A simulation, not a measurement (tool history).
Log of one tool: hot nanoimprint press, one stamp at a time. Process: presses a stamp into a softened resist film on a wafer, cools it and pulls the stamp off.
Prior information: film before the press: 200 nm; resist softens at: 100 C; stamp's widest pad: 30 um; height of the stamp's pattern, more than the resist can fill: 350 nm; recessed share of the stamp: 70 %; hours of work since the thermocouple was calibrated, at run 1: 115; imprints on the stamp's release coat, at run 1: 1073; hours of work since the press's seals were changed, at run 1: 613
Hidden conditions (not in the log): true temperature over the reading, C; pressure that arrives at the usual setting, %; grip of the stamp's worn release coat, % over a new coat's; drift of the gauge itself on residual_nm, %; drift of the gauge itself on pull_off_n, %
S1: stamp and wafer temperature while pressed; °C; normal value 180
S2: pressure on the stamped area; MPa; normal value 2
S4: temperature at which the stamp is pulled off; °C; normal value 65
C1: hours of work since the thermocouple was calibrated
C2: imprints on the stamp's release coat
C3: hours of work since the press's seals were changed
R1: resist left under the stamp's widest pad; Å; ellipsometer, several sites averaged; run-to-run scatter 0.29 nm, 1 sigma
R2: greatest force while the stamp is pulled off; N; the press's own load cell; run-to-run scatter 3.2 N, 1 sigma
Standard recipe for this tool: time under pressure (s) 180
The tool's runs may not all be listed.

{"run": 1, "hour": 0.0, "S1": 180, "S2": 2, "time under pressure (s)": 180, "S4": 65, "C1": 115, "C2": 1073, "C3": 613, "R1": 775, "R2": 197}
{"run": 2, "hour": 17.2, "S1": 180, "S2": 3.16, "time under pressure (s)": 180, "S4": 65, "C1": 126, "C2": 1137, "C3": 623, "R1": 613, "R2": 201}
{"hour": 36.1, "done": "stamp cleaned and given a new release coat"}
{"run": 3, "hour": 63.7, "S1": 186, "S2": 2, "time under pressure (s)": 180, "S4": 65, "C1": 150, "C2": 102, "C3": 648, "R1": 588, "R2": 156}
{"run": 4, "hour": 84.2, "S1": 186, "S2": 2, "time under pressure (s)": 180, "S4": 65, "C1": 162, "C2": 178, "C3": 660, "R1": 582, "R2": 162}
{"run": 5, "hour": 104.8, "S1": 186, "S2": 2, "time under pressure (s)": 180, "S4": 65, "C1": 175, "C2": 255, "C3": 672, "R1": 582, "R2": 164}
{"run": 6, "hour": 138.9, "S1": 180, "S2": 2, "time under pressure (s)": 356, "S4": 65, "C1": 195, "C2": 381, "C3": 693, "R1": 585, "R2": 169}
{"run": 7, "hour": 178.1, "S1": 180, "S2": 2, "time under pressure (s)": 161, "S4": 65, "C1": 219, "C2": 527, "C3": 716, "R1": 799, "R2": 172}
{"run": 8, "hour": 196.1, "S1": 180, "S2": 2, "time under pressure (s)": 180, "S4": 65, "C1": 229, "C2": 593, "C3": 727, "R1": 766, "R2": 177}
{"run": 9, "hour": 225.9, "S1": 180, "S2": 2, "time under pressure (s)": 180, "S4": 65, "C1": 247, "C2": 704, "C3": 745, "R1": 767, "R2": 184}
{"hour": 262.5, "done": "press's hydraulic seals changed and the load cell set to zero"}
{"run": 10, "hour": 265.6, "S1": 180, "S2": 2, "time under pressure (s)": 180, "S4": 65, "C1": 266, "C2": 821, "C3": 2, "R1": 748, "R2": 190}
{"run": 11, "hour": 299.1, "S1": 173, "S2": 2, "time under pressure (s)": 180, "S4": 65, "C1": 287, "C2": 946, "C3": 22, "R1": 1027, "R2": 185}
{"run": 12, "hour": 330.3, "S1": 180, "S2": 1.31, "time under pressure (s)": 180, "S4": 65, "C1": 305, "C2": 1062, "C3": 41, "R1": 921, "R2": 202}
{"hour": 342.1, "done": "plate thermocouple calibrated"}
{"run": 13, "hour": 356.2, "S1": 180, "S2": 1.31, "time under pressure (s)": 180, "S4": 65, "C1": 8, "C2": 1146, "C3": 55, "R1": 972, "R2": 198}
{"hour": 373.3, "done": "stamp cleaned and given a new release coat"}
{"run": 14, "hour": 399.6, "S1": 180, "S2": 1.31, "time under pressure (s)": 180, "S4": 65, "C1": 31, "C2": 97, "C3": 77, "R1": 973, "R2": 158}
{"run": 15, "hour": 434.9, "S1": 180, "S2": 1.31, "time under pressure (s)": 180, "S4": 65, "C1": 52, "C2": 228, "C3": 98, "R1": 971, "R2": 160}
{"run": 16, "hour": 470.1, "S1": 180, "S2": 1.31, "time under pressure (s)": 180, "S4": 65, "C1": 73, "C2": 358, "C3": 119, "R1": 972, "R2": 166}
{"run": 17, "hour": 499.1, "S1": 170, "S2": 2.79, "time under pressure (s)": 205, "S4": 73, "C1": 91, "C2": 466, "C3": 137, "R1": 1024, "R2": 160}
{"run": 18, "hour": 529.9, "S1": 170, "S2": 2.79, "time under pressure (s)": 205, "S4": 73, "C1": 109, "C2": 580, "C3": 155, "R1": 1028, "R2": 168}
{"run": 19, "hour": 551.0, "S1": 176, "S2": 1.65, "time under pressure (s)": 94, "S4": 73, "C1": 122, "C2": 659, "C3": 168, "R1": 1258, "R2": 170}
{"run": 20, "hour": 586.1, "S1": 184, "S2": 2, "time under pressure (s)": 180, "S4": 64, "C1": 143, "C2": 789, "C3": 189, "R1": 648, "R2": 193}
{"run": 21, "hour": 612.3, "S1": 184, "S2": 3.07, "time under pressure (s)": 180, "S4": 64, "C1": 159, "C2": 886, "C3": 205, "R1": 512, "R2": 188}
{"run": 22, "hour": 640.5, "S1": 180, "S2": 2.03, "time under pressure (s)": 180, "S4": 67, "C1": 176, "C2": 991, "C3": 222, "R1": 773, "R2": 193}
{"run": 23, "hour": 672.8, "S1": 180, "S2": 2.03, "time under pressure (s)": 180, "S4": 67, "C1": 195, "C2": 1110, "C3": 241, "R1": 768, "R2": 195}
{"hour": 700.2, "done": "stamp cleaned and given a new release coat"}
{"run": 24, "hour": 701.4, "S1": 180, "S2": 2.11, "time under pressure (s)": 180, "S4": 65, "C1": 209, "C2": 5, "C3": 255, "R1": 760, "R2": 153}
{"run": 25, "hour": 724.5, "S1": 183, "S2": 1.48, "time under pressure (s)": 152, "S4": 71, "C1": 223, "C2": 91, "C3": 269, "R1": 840, "R2": 148}
{"run": 26, "hour": 756.5, "S1": 170, "S2": 1.28, "time under pressure (s)": 96, "S4": 57, "C1": 242, "C2": 209, "C3": 288, "R1": 1613, "R2": 168}
{"run": 27, "hour": 796.2, "S1": 190, "S2": 1.44, "time under pressure (s)": 159, "S4": 64, "C1": 266, "C2": 356, "C3": 312, "R1": 613, "R2": 169}
{"run": 28, "hour": 830.0, "S1": 180, "S2": 2, "time under pressure (s)": 184, "S4": 65, "C1": 286, "C2": 482, "C3": 332, "R1": 762, "R2": 169}
{"run": 29, "hour": 848.9, "S1": 187, "S2": 2, "time under pressure (s)": 184, "S4": 65, "C1": 297, "C2": 552, "C3": 343, "R1": 549, "R2": 177}

Alternative continuations, all from the tool just after run 29; predict every row:
{"hour": 872.9, "done": "plate thermocouple calibrated"}
{"run": "A", "hour": 881.1, "S1": 188, "S2": 2.52, "time under pressure (s)": 306, "S4": 65, "C1": 5, "C2": 660, "C3": 361, "R1": "?", "R2": "?"}
{"hour": 872.9, "done": "plate thermocouple calibrated"}
{"run": "B", "hour": 881.1, "S1": 187, "S2": 2.46, "time under pressure (s)": 184, "S4": 62, "C1": 5, "C2": 660, "C3": 361, "R1": "?", "R2": "?"}
{"hour": 872.9, "done": "plate thermocouple calibrated"}
{"run": "C", "hour": 881.1, "S1": 187, "S2": 2, "time under pressure (s)": 259, "S4": 69, "C1": 5, "C2": 660, "C3": 361, "R1": "?", "R2": "?"}
{"hour": 872.9, "done": "plate thermocouple calibrated"}
{"run": "D", "hour": 881.1, "S1": 180, "S2": 2.16, "time under pressure (s)": 185, "S4": 65, "C1": 5, "C2": 660, "C3": 361, "R1": "?", "R2": "?"}

run=A R1=389 R2=178
run=B R1=513 R2=189
run=C R1=501 R2=178
run=D R1=767 R2=173
Without the tool's hidden state the same runs would have given:
run=A R1=382 R2=151
run=B R1=503 R2=161
run=C R1=493 R2=152
run=D R1=755 R2=147
